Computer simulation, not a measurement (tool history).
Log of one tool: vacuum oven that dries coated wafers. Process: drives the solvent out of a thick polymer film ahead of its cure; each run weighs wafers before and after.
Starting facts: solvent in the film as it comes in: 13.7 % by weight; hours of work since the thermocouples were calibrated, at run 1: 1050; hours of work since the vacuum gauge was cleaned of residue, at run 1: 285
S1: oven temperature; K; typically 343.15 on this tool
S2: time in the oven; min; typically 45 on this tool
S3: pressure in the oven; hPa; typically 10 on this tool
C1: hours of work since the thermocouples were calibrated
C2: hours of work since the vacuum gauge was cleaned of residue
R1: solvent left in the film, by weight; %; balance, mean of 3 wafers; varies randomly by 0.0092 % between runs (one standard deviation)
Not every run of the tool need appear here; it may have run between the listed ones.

run	hour	S1	S2	S3	C1	C2	R1
1	0	343.15	45	10	1050	285	0.724
2	23.6	343.15	45	10	1062	297	0.693
3	45	343.15	45	10	1073	308	0.702
4	57.3	343.15	45	10	1079	314	0.709
5	77.1	343.15	45	10	1089	324	0.698
6	89.4	343.15	45	33.4	1095	331	1.829
7	105.1	343.15	45	33.4	1103	338	1.838
8	134.6	343.15	45	33.4	1118	353	1.821
# hour 138.6: vacuum gauge cleaned of residue and calibrated
9	162.3	343.15	45	33.4	1131	12	1.832
10	179.6	343.15	48	5.6	1140	21	0.465
# hour 201.8: vacuum gauge cleaned of residue and calibrated, once more
11	206.9	339.15	48	30.7	1153	3	2.147

Forecast each of these 3 alternatives for the next run:
A	232.7	343.15	51	8.9	1166	16	?
B	232.7	335.15	35	5	1166	16	?
C	232.7	339.15	30	10.7	1166	16	?

run	R1
A	0.52
B	2.424
C	2.071
Take away the tool's hidden state, keep each run's random variation, and the runs would have read:
run	R1
A	0.734
B	3.354
C	2.898
